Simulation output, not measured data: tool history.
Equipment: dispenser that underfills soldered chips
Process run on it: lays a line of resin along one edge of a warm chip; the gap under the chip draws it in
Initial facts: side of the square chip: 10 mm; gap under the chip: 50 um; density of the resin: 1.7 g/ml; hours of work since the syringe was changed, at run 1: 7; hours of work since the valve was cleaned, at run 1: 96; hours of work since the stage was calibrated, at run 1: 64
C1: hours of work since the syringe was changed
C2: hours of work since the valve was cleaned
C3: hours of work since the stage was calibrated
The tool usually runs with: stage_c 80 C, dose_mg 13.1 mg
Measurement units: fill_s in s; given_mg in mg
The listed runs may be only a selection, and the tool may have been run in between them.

Run 1, day 0.000: usual settings; C1 7; C2 96; C3 64. Result: fill_s 187.1 s, given_mg 12.16 mg.
Run 2, day 0.083: usual settings; C1 8; C2 97; C3 66. Result: fill_s 206.8 s, given_mg 12.11 mg.
At day 0.162: new syringe of resin.
Run 3, day 0.204: usual settings; C1 1; C2 99; C3 67. Result: fill_s 120.7 s, given_mg 11.99 mg.
Run 4, day 0.371: usual settings but dose_mg 14.4 mg; C1 3; C2 101; C3 70. Result: fill_s 146.1 s, given_mg 13.26 mg.
Run 5, day 0.571: usual settings but dose_mg 14.4 mg; C1 6; C2 105; C3 73. Result: fill_s 181.4 s, given_mg 13.23 mg.
Run 6, day 0.717: usual settings but dose_mg 11.2 mg; C1 9; C2 107; C3 75. Result: fill_s 217.9 s, given_mg 10.37 mg.
At day 0.779: new syringe of resin.
Run 7, day 0.892: usual settings but dose_mg 11.2 mg; C1 2; C2 109; C3 78. Result: fill_s 142.0 s, given_mg 10.34 mg.
Run 8, day 1.004: usual settings but dose_mg 11.2 mg; C1 4; C2 111; C3 79. Result: fill_s 164.2 s, given_mg 10.22 mg.
Run 9, day 1.146: usual settings but dose_mg 12.3 mg; C1 6; C2 113; C3 82. Result: fill_s 182.6 s, given_mg 11.24 mg.
At day 1.262: dispensing valve cleaned and set on the balance.
Run 10, day 1.292: usual settings but stage_c 79 C, dose_mg 12.3 mg; C1 7; C2 0; C3 83. Result: fill_s 207.8 s, given_mg 12.41 mg.
At day 1.433: new syringe of resin.
Run 11, day 1.471: usual settings; C1 1; C2 3; C3 86. Result: fill_s 120.0 s, given_mg 12.98 mg.
Run 12, day 1.554: usual settings; C1 2; C2 4; C3 87. Result: fill_s 132.9 s, given_mg 13.24 mg.
Run 13, day 1.679: usual settings; C1 4; C2 6; C3 89. Result: fill_s 152.7 s, given_mg 13.10 mg.
Run 14, day 1.771: usual settings but stage_c 82 C; C1 5; C2 8; C3 90. Result: fill_s 152.6 s, given_mg 13.08 mg.
Run 15, day 1.900: usual settings but dose_mg 11.1 mg; C1 7; C2 10; C3 92. Result: fill_s 197.4 s, given_mg 10.98 mg.
At day 2.046: new syringe of resin.
Run 16, day 2.096: usual settings but dose_mg 11.1 mg; C1 1; C2 12; C3 95. Result: fill_s 131.6 s, given_mg 11.17 mg.
Run 17, day 2.271: usual settings but dose_mg 11.1 mg; C1 3; C2 15; C3 98. Result: fill_s 151.0 s, given_mg 11.09 mg.
Run 18, day 2.379: usual settings but dose_mg 11.1 mg; C1 5; C2 17; C3 100. Result: fill_s 172.5 s, given_mg 11.04 mg.
Run 19, day 2.562: usual settings but stage_c 92 C; C1 8; C2 20; C3 102. Result: fill_s 124.7 s, given_mg 12.97 mg.
At day 2.667: new syringe of resin.
Run 20, day 2.700: usual settings but stage_c 65 C, dose_mg 13.0 mg; C1 1; C2 22; C3 104. Result: fill_s 232.6 s, given_mg 12.89 mg.
Run 21, day 2.800: usual settings but stage_c 67 C, dose_mg 11.3 mg; C1 2; C2 23; C3 106. Result: fill_s 243.1 s, given_mg 11.09 mg.
Run 22, day 2.971: usual settings but stage_c 92 C, dose_mg 13.0 mg; C1 5; C2 26; C3 109. Result: fill_s 101.6 s, given_mg 12.73 mg.
Run 23, day 3.121: usual settings but stage_c 92 C, dose_mg 12.1 mg; C1 7; C2 28; C3 111. Result: fill_s 118.4 s, given_mg 11.76 mg.
At day 3.288: new syringe of resin.
Run 24, day 3.308: usual settings but stage_c 92 C, dose_mg 12.1 mg; C1 0; C2 31; C3 113. Result: fill_s 76.5 s, given_mg 11.81 mg.
Run 25, day 3.504: usual settings but stage_c 92 C, dose_mg 12.1 mg; C1 3; C2 34; C3 117. Result: fill_s 94.2 s, given_mg 11.84 mg.
Run 26, day 3.633: usual settings but stage_c 93 C, dose_mg 12.1 mg; C1 5; C2 36; C3 119. Result: fill_s 105.1 s, given_mg 11.74 mg.
Run 27, day 3.783: usual settings but stage_c 84 C, dose_mg 15.7 mg; C1 8; C2 38; C3 121. Result: fill_s 168.1 s, given_mg 15.24 mg.
At day 3.900: new syringe of resin.
Run 28, day 3.900: usual settings but stage_c 74 C, dose_mg 15.4 mg; C1 0; C2 40; C3 122. Result: fill_s 151.9 s, given_mg 15.01 mg.
Run 29, day 4.033: usual settings but stage_c 86 C, dose_mg 14.8 mg; C1 2; C2 42; C3 125. Result: fill_s 106.4 s, given_mg 14.31 mg.
Run 30, day 4.129: usual settings but stage_c 86 C, dose_mg 14.8 mg; C1 4; C2 43; C3 126. Result: fill_s 117.4 s, given_mg 14.44 mg.
Run 31, day 4.300: usual settings but stage_c 86 C, dose_mg 14.8 mg; C1 6; C2 46; C3 129. Result: fill_s 137.2 s, given_mg 14.28 mg.
Run 32, day 4.400: usual settings but stage_c 93 C, dose_mg 12.9 mg; C1 8; C2 47; C3 130. Result: fill_s 121.3 s, given_mg 12.50 mg.
At day 4.525: new syringe of resin.
Run 33, day 4.612: usual settings but stage_c 92 C, dose_mg 15.4 mg; C1 1; C2 51; C3 133. Result: fill_s 81.5 s, given_mg 14.85 mg.
Run 34, day 4.738: usual settings but stage_c 89 C, dose_mg 12.7 mg; C1 3; C2 52; C3 135. Result: fill_s 107.2 s, given_mg 12.25 mg.
Run 35, day 4.838: usual settings but stage_c 70 C, dose_mg 12.0 mg; C1 5; C2 54; C3 137. Result: fill_s 264.7 s, given_mg 11.60 mg.
Run 36, day 4.946: usual settings but dose_mg 16.6 mg; C1 7; C2 56; C3 138. Result: fill_s 182.0 s, given_mg 15.93 mg.

4 options for the next run, each taken on its own from the tool as it stands now. Forecast them:
Run A, day 5.046: usual settings but dose_mg 14.8 mg; C1 8; C2 57; C3 140. Result: fill_s ?, given_mg ?.
Run B, day 5.046: usual settings but stage_c 66 C, dose_mg 16.9 mg; C1 8; C2 57; C3 140. Result: fill_s ?, given_mg ?.
Run C, day 5.046: usual settings but stage_c 82 C; C1 8; C2 57; C3 140. Result: fill_s ?, given_mg ?.
Run D, day 5.046: usual settings but stage_c 70 C, dose_mg 16.6 mg; C1 8; C2 57; C3 140. Result: fill_s ?, given_mg ?.

run  fill_s  given_mg
  A   201.5     14.16
  B   364.1     16.13
  C   194.9     12.50
  D   307.9     15.96
With no hidden state in the tool, these same runs would have given:
run  fill_s  given_mg
  A   113.5     14.74
  B   204.5     16.81
  C   109.6     13.02
  D   173.1     16.63
